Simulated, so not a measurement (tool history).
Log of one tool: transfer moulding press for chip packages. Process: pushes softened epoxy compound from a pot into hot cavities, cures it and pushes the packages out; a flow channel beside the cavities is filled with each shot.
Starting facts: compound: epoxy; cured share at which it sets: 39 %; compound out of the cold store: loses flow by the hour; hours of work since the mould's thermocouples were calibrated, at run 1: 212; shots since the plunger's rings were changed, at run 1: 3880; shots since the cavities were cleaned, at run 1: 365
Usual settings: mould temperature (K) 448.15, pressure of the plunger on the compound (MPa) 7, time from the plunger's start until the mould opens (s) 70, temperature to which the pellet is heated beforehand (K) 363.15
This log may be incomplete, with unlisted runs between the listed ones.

| run | day | mould temperature (K) | pressure of the plunger on the compound (MPa) | time from the plunger's start until the mould opens (s) | temperature to which the pellet is heated beforehand (K) | hours of work since the mould's thermocouples were calibrated | shots since the plunger's rings were changed | shots since the cavities were cleaned | incoming compound's hours out of the cold store | length that the compound runs in the flow channel (mm) | greatest force on the pins that push the packages out (N) |
|---|---|---|---|---|---|---|---|---|---|---|---|
| 1 | 0 | 448.15 | 7 | 70 | 363.15 | 212 | 3880 | 365 | 20.7 | 536 | 347 |
| 2 | 0.2 | 448.15 | 7 | 70 | 363.15 | 214 | 3936 | 421 | 43.7 | 493 | 341 |
| 3 | 0.408 | 448.15 | 7 | 70 | 363.15 | 217 | 3994 | 479 | 29.8 | 517 | 348 |
| 4 | 0.604 | 448.15 | 7 | 70 | 363.15 | 219 | 4049 | 534 | 8.8 | 576 | 381 |
| 5 | 0.975 | 448.15 | 7 | 70 | 363.15 | 223 | 4151 | 636 | 15.2 | 545 | 353 |
| 6 | 1.421 | 448.15 | 7 | 61 | 363.15 | 228 | 4276 | 761 | 10.7 | 575 | 517 |
| 7 | 1.667 | 448.15 | 7 | 61 | 363.15 | 231 | 4343 | 828 | 39.6 | 502 | 443 |
| 8 | 2.054 | 448.15 | 7 | 70 | 363.15 | 235 | 4452 | 937 | 24.6 | 529 | 354 |
| 9 | 2.508 | 448.15 | 7 | 88 | 363.15 | 240 | 4578 | 1063 | 37.6 | 501 | 267 |
|  | 2.658 | cavities cleaned with cleaning compound and waxed |
| 10 | 2.846 | 451.15 | 7 | 70 | 363.15 | 243 | 4654 | 52 | 40.1 | 496 | 298 |
| 11 | 3.308 | 448.15 | 7 | 90 | 363.15 | 248 | 4782 | 180 | 10.9 | 565 | 260 |
| 12 | 3.5 | 448.15 | 7 | 90 | 363.15 | 250 | 4836 | 234 | 43.3 | 499 | 255 |
| 13 | 3.95 | 448.15 | 7 | 90 | 363.15 | 255 | 4961 | 359 | 40.6 | 496 | 257 |
| 14 | 4.321 | 448.15 | 7.99 | 70 | 363.15 | 259 | 5064 | 462 | 31.3 | 551 | 349 |
| 15 | 4.754 | 448.15 | 7.99 | 70 | 363.15 | 264 | 5185 | 583 | 19.7 | 583 | 352 |
| 16 | 5.033 | 448.15 | 7.99 | 70 | 363.15 | 267 | 5263 | 661 | 34.7 | 541 | 355 |
| 17 | 5.292 | 449.15 | 8.04 | 86 | 364.15 | 270 | 5334 | 732 | 19.5 | 577 | 269 |
|  | 5.467 | plunger's sealing rings changed |
| 18 | 5.788 | 449.15 | 8.04 | 86 | 364.15 | 274 | 89 | 841 | 38.3 | 545 | 252 |
| 19 | 6.021 | 449.15 | 8.04 | 86 | 364.15 | 277 | 154 | 906 | 37.4 | 529 | 253 |
| 20 | 6.362 | 449.15 | 8.04 | 86 | 364.15 | 281 | 249 | 1001 | 16.9 | 587 | 255 |
|  | 6.758 | cavities cleaned with cleaning compound and waxed |
| 21 | 6.908 | 449.15 | 8.04 | 69 | 357.15 | 286 | 383 | 42 | 26.7 | 565 | 342 |
| 22 | 7.304 | 448.15 | 6 | 70 | 356.15 | 291 | 493 | 152 | 45.2 | 454 | 351 |
| 23 | 7.542 | 445.15 | 8.57 | 68 | 371.15 | 293 | 559 | 218 | 27.9 | 585 | 428 |
| 24 | 7.792 | 445.15 | 8.57 | 68 | 357.15 | 296 | 629 | 288 | 46.9 | 533 | 428 |
| 25 | 8.129 | 448.15 | 7 | 70 | 371.15 | 300 | 723 | 382 | 47.1 | 486 | 326 |
| 26 | 8.433 | 448.15 | 7 | 70 | 371.15 | 303 | 807 | 466 | 15.6 | 559 | 332 |
| 27 | 8.888 | 442.15 | 7 | 70 | 363.15 | 308 | 934 | 593 | 15 | 558 | 540 |
| 28 | 9.092 | 446.15 | 7 | 103 | 363.15 | 310 | 990 | 649 | 43.1 | 501 | 246 |
| 29 | 9.388 | 446.15 | 7 | 70 | 371.15 | 314 | 1072 | 731 | 21 | 550 | 385 |

Each row is a separate what-if for the run after 29, all from the same tool condition, not one after another. Results?
| A | 9.646 | 451.15 | 6.18 | 70 | 353.15 | 317 | 1145 | 804 | 27.8 | ? | ? |
| B | 9.646 | 454.15 | 7.17 | 80 | 363.15 | 317 | 1145 | 804 | 9.4 | ? | ? |
| C | 9.646 | 446.15 | 7 | 92 | 371.15 | 317 | 1145 | 804 | 23.4 | ? | ? |
| D | 9.646 | 446.15 | 7 | 75 | 369.15 | 317 | 1145 | 804 | 12 | ? | ? |

| run | length that the compound runs in the flow channel (mm) | greatest force on the pins that push the packages out (N) |
|---|---|---|
| A | 493 | 298 |
| B | 567 | 248 |
| C | 542 | 256 |
| D | 568 | 344 |
Without the tool's unlogged condition, the same runs would have read:
| run | length that the compound runs in the flow channel (mm) | greatest force on the pins that push the packages out (N) |
|---|---|---|
| A | 493 | 294 |
| B | 567 | 244 |
| C | 542 | 253 |
| D | 568 | 340 |

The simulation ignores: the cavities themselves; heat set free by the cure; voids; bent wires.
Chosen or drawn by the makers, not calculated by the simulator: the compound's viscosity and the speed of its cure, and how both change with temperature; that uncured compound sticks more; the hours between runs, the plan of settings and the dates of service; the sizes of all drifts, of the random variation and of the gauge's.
